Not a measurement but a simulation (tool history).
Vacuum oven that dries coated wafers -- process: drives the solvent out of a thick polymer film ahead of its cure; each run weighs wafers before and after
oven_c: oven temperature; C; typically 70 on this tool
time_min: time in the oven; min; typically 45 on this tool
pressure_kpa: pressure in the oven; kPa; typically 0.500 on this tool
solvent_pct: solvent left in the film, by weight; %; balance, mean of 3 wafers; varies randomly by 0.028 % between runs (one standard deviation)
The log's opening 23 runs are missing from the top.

| run | hour | oven_c | time_min | pressure_kpa | solvent_pct |
|---|---|---|---|---|---|
| 24 | 1207.0 | 70 | 45 | 1.080 | 1.60 |
| 25 | 1258.2 | 62 | 37 | 1.879 | 4.37 |
| 26 | 1308.9 | 61 | 27 | 1.034 | 5.83 |
| 27 | 1355.0 | 69 | 40 | 0.500 | 1.97 |
| 28 | 1388.7 | 74 | 45 | 1.500 | 1.09 |
| 29 | 1438.9 | 74 | 45 | 1.500 | 1.12 |
| 30 | 1477.4 | 63 | 33 | 0.323 | 4.20 |
| 31 | 1512.4 | 58 | 35 | 0.323 | 5.23 |
| 32 | 1553.3 | 60 | 79 | 0.323 | 1.53 |
|  | 1597.0 | oven's thermocouples calibrated |
| 33 | 1619.9 | 85 | 23 | 0.798 | 0.84 |
| 34 | 1650.9 | 64 | 32 | 1.428 | 3.86 |
| 35 | 1705.2 | 77 | 44 | 1.428 | 0.65 |
| 36 | 1767.6 | 77 | 51 | 0.995 | 0.43 |
| 37 | 1834.8 | 56 | 36 | 0.600 | 5.29 |
| 38 | 1901.3 | 69 | 74 | 0.944 | 0.54 |
| 39 | 1959.1 | 69 | 74 | 0.944 | 0.61 |
| 40 | 2001.3 | 69 | 39 | 0.609 | 1.80 |
| 41 | 2037.3 | 74 | 46 | 1.394 | 0.89 |
| 42 | 2074.4 | 74 | 46 | 1.394 | 0.91 |
| 43 | 2121.7 | 74 | 46 | 1.394 | 0.86 |
| 44 | 2177.5 | 74 | 46 | 1.394 | 0.86 |
| 45 | 2207.6 | 74 | 46 | 1.394 | 0.89 |
| 46 | 2253.1 | 77 | 47 | 0.500 | 0.47 |
| 47 | 2307.6 | 77 | 28 | 0.436 | 1.49 |

Each row is a separate what-if for the run after 47, all from the same tool condition, not one after another. Results?
| A | 2361.4 | 55 | 23 | 0.436 | ? |
| B | 2361.4 | 70 | 45 | 0.291 | ? |
| C | 2361.4 | 79 | 66 | 1.023 | ? |

| run | solvent_pct |
|---|---|
| A | 7.50 |
| B | 1.18 |
| C | 0.35 |
With no hidden state in the tool, these same runs would have given:
| run | solvent_pct |
|---|---|
| A | 7.45 |
| B | 1.14 |
| C | 0.31 |
